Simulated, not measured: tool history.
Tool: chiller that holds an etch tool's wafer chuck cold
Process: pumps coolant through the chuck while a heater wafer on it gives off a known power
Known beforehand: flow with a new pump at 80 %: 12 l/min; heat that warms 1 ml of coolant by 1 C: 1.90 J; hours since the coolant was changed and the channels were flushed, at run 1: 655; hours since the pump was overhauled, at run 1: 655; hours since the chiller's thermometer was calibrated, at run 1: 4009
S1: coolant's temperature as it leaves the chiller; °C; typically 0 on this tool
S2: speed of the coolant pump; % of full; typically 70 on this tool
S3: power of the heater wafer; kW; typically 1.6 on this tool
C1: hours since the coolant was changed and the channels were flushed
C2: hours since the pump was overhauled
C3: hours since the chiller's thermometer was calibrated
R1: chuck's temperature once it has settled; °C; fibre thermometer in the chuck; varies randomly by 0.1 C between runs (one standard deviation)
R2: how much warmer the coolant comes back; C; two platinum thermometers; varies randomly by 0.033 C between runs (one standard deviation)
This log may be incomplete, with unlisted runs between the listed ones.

run 1 hour=0 | S1=0 S2=70 S3=1.6 | C1=655 C2=655 C3=4009 | R1=19.1 R2=4.98
run 2 hour=103.6 | S1=0 S2=70 S3=1.6 | C1=759 C2=759 C3=4112 | R1=19.2 R2=4.94
run 3 hour=267.5 | S1=0 S2=70 S3=1.6 | C1=923 C2=923 C3=4276 | R1=19.6 R2=4.98
run 4 hour=360.9 | S1=0 S2=70 S3=1.6 | C1=1016 C2=1016 C3=4370 | R1=19.6 R2=4.99
run 5 hour=528.5 | S1=0 S2=70 S3=0.99 | C1=1184 C2=1184 C3=4537 | R1=12.1 R2=3.15
run 6 hour=649.4 | S1=0 S2=70 S3=0.99 | C1=1304 C2=1304 C3=4658 | R1=12.1 R2=3.1
run 7 hour=722.3 | S1=0 S2=70 S3=0.99 | C1=1377 C2=1377 C3=4731 | R1=12.2 R2=3.11
-- hour=752.7 chiller's thermometer calibrated
run 8 hour=805.8 | S1=0 S2=70 S3=2.207 | C1=1460 C2=1460 C3=53 | R1=28.4 R2=6.94
run 9 hour=943.5 | S1=0 S2=70 S3=2.207 | C1=1598 C2=1598 C3=191 | R1=28.5 R2=7.13
run 10 hour=1057.9 | S1=0 S2=70 S3=2.207 | C1=1712 C2=1712 C3=305 | R1=28.6 R2=7.11
run 11 hour=1189.9 | S1=0 S2=70 S3=2.207 | C1=1844 C2=1844 C3=437 | R1=28.9 R2=7.2
run 12 hour=1365 | S1=0 S2=92 S3=1.6 | C1=2019 C2=2019 C3=612 | R1=17.2 R2=3.88
run 13 hour=1487 | S1=0 S2=92 S3=1.6 | C1=2141 C2=2141 C3=734 | R1=17.3 R2=3.93
run 14 hour=1650.8 | S1=9 S2=92 S3=1.6 | C1=2305 C2=2305 C3=898 | R1=26.3 R2=3.93
run 15 hour=1811.3 | S1=5 S2=99 S3=2.367 | C1=2465 C2=2465 C3=1059 | R1=29.3 R2=5.43
run 16 hour=1954.7 | S1=5 S2=99 S3=2.367 | C1=2609 C2=2609 C3=1202 | R1=29.6 R2=5.51
run 17 hour=2093.2 | S1=5 S2=99 S3=2.367 | C1=2747 C2=2747 C3=1341 | R1=29.8 R2=5.52

Run 18 comes next. What will it give?
run 18 hour=2249 | S1=-1 S2=63 S3=0.919 | C1=2903 C2=2903 C3=1496 | R1=? R2=?

R1: 12.7 °C
R2: 3.44 C
Without the tool's hidden state the same run would have given R1 10.6 °C, R2 3.11 C.

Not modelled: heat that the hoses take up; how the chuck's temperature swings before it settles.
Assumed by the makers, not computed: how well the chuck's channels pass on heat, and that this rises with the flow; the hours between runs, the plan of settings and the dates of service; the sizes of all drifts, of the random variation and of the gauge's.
